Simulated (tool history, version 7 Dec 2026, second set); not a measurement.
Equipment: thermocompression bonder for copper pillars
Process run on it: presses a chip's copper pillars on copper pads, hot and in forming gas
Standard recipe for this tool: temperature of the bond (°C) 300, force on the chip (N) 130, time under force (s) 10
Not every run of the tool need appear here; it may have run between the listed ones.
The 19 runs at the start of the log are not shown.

run   hour  temperature of the bond (°C)  force on the chip (N)  time under force (s)  hours of work since the heater was calibrated  hours of work since the force cell was calibrated  hours of work since the gas filter was changed  force that shears a chip off (N)
 20  235.3                           300                     91                    10                                            374                                                490                                              86                              23.1
 21  251.1                           300                     91                    10                                            382                                                497                                              94                              23.7
 22  261.8                           300                    152                    18                                            387                                                502                                              99                              52.2
 23  271.5                           302                    191                     6                                            391                                                507                                             103                              45.9
 24  287.6                           307                     93                    10                                            399                                                514                                             111                              24.8
 25  302.2                           324                    107                    18                                            406                                                521                                             118                              46.5
 26  317.0                           324                    107                    18                                            413                                                528                                             125                              45.3
 27  330.7                           329                    107                    18                                            419                                                535                                             131                              49.1
 28  344.0                           329                    107                    18                                            425                                                541                                             138                              48.2

Run 29 comes next. What will it give?
 29  357.5                           300                    175                    14                                            432                                                547                                             144                                 ?

force that shears a chip off (N): 54.2
On a tool with no hidden condition, and with the same random variation, this run would have come out at force that shears a chip off (N) 58.4.
